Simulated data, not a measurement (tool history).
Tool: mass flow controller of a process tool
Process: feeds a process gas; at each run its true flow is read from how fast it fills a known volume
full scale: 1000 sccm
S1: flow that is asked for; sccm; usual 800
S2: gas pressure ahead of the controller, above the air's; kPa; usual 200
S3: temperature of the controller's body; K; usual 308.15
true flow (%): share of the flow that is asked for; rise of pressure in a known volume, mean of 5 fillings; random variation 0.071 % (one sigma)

run 1 hour=0.0 | S1=800 S2=200 S3=308.15 | true_flow_(%)=100.75
run 2 hour=174.0 | S1=800 S2=200 S3=308.15 | true_flow_(%)=100.82
run 3 hour=412.7 | S1=800 S2=200 S3=308.15 | true_flow_(%)=100.67
run 4 hour=703.2 | S1=800 S2=200 S3=308.15 | true_flow_(%)=100.70
run 5 hour=918.5 | S1=800 S2=200 S3=298.15 | true_flow_(%)=99.39
-- hour=1033.1 controller's zero set anew
run 6 hour=1166.3 | S1=800 S2=200 S3=298.15 | true_flow_(%)=99.34
run 7 hour=1403.5 | S1=800 S2=200 S3=298.15 | true_flow_(%)=99.19
run 8 hour=1555.8 | S1=800 S2=200 S3=298.15 | true_flow_(%)=99.06
run 9 hour=1704.6 | S1=800 S2=200 S3=298.15 | true_flow_(%)=99.21
run 10 hour=1861.1 | S1=800 S2=200 S3=308.15 | true_flow_(%)=100.17
run 11 hour=2100.7 | S1=800 S2=213 S3=296.15 | true_flow_(%)=98.85
run 12 hour=2399.7 | S1=800 S2=213 S3=296.15 | true_flow_(%)=98.82
run 13 hour=2529.0 | S1=122 S2=143 S3=298.15 | true_flow_(%)=97.38
run 14 hour=2765.0 | S1=106 S2=233 S3=297.15 | true_flow_(%)=97.65
run 15 hour=3012.2 | S1=121 S2=191 S3=297.15 | true_flow_(%)=97.39
run 16 hour=3216.2 | S1=986 S2=191 S3=295.15 | true_flow_(%)=98.73
run 17 hour=3474.3 | S1=986 S2=191 S3=295.15 | true_flow_(%)=98.61
run 18 hour=3756.8 | S1=881 S2=191 S3=298.15 | true_flow_(%)=98.71
run 19 hour=3892.5 | S1=681 S2=185 S3=301.15 | true_flow_(%)=98.55

Forecast each of these 3 alternatives for the next run:
run A hour=4093.6 | S1=118 S2=218 S3=304.15 | true_flow_(%)=?
run B hour=4093.6 | S1=599 S2=178 S3=305.15 | true_flow_(%)=?
run C hour=4093.6 | S1=152 S2=185 S3=301.15 | true_flow_(%)=?

run=A true_flow_(%)=98.21
run=B true_flow_(%)=98.84
run=C true_flow_(%)=97.56
Without the tool's hidden state the same runs would have given:
run=A true_flow_(%)=99.30
run=B true_flow_(%)=99.98
run=C true_flow_(%)=98.66

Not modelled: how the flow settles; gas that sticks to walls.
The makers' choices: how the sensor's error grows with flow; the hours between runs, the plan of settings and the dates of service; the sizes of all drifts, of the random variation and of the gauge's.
